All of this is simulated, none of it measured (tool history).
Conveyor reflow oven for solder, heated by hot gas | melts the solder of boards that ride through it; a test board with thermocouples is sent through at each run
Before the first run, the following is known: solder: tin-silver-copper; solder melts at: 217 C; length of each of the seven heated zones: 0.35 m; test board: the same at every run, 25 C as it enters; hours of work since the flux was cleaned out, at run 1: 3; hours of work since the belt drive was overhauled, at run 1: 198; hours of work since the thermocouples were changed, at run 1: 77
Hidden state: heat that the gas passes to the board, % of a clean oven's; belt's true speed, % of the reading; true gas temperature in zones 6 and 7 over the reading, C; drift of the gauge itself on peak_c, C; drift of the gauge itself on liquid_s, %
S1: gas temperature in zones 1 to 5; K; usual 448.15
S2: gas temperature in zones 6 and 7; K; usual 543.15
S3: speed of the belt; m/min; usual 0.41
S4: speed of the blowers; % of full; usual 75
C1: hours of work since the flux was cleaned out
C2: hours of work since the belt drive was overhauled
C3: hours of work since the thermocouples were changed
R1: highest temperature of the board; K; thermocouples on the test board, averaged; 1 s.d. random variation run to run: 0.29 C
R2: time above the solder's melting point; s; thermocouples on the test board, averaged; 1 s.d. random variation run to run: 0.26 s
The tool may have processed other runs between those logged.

run 1 hour=0 | S1=448.15 S2=543.15 S3=0.41 S4=75 | C1=3 C2=198 C3=77 | R1=530.35 R2=82
run 2 hour=53.1 | S1=447.15 S2=543.15 S3=0.41 S4=75 | C1=25 C2=221 C3=99 | R1=528.85 R2=81.3
run 3 hour=99.6 | S1=448.15 S2=546.15 S3=0.41 S4=75 | C1=45 C2=240 C3=119 | R1=532.15 R2=83.8
run 4 hour=143.4 | S1=434.15 S2=543.15 S3=0.41 S4=75 | C1=64 C2=259 C3=137 | R1=527.45 R2=73.3
run 5 hour=173.2 | S1=448.15 S2=543.15 S3=0.41 S4=75 | C1=76 C2=271 C3=150 | R1=529.05 R2=80.9
run 6 hour=226.3 | S1=448.15 S2=543.15 S3=0.41 S4=75 | C1=99 C2=294 C3=172 | R1=528.95 R2=80.9
run 7 hour=279.8 | S1=448.15 S2=543.15 S3=0.349 S4=75 | C1=121 C2=317 C3=195 | R1=532.95 R2=101.1
run 8 hour=317.8 | S1=448.15 S2=543.15 S3=0.349 S4=75 | C1=137 C2=333 C3=211 | R1=532.55 R2=100.2
run 9 hour=367.8 | S1=448.15 S2=543.15 S3=0.349 S4=75 | C1=159 C2=354 C3=232 | R1=532.65 R2=100
run 10 hour=392.5 | S1=442.15 S2=532.15 S3=0.371 S4=75 | C1=169 C2=364 C3=243 | R1=520.05 R2=78.9
-- hour=421 flux residue cleaned out of gas plates and filters
run 11 hour=452 | S1=435.15 S2=533.15 S3=0.413 S4=62 | C1=13 C2=387 C3=266 | R1=514.65 R2=59.2
run 12 hour=498.3 | S1=435.15 S2=533.15 S3=0.413 S4=62 | C1=33 C2=407 C3=285 | R1=515.25 R2=59.3
run 13 hour=545.4 | S1=455.15 S2=540.15 S3=0.456 S4=76 | C1=53 C2=427 C3=305 | R1=524.95 R2=72.3
run 14 hour=581.1 | S1=455.15 S2=540.15 S3=0.456 S4=76 | C1=68 C2=442 C3=320 | R1=524.85 R2=72.8
run 15 hour=634.9 | S1=455.15 S2=540.15 S3=0.456 S4=58 | C1=90 C2=465 C3=343 | R1=519.85 R2=65.9

What does the tool deliver on the next run?
run 16 hour=683.8 | S1=455.15 S2=540.15 S3=0.456 S4=58 | C1=111 C2=485 C3=364 | R1=? R2=?

Run 16 produced R1 519.55 K, R2 65.5 s.
Minus the tool's unlogged condition, the same run would have read R1 520.55 K, R2 65.9 s.
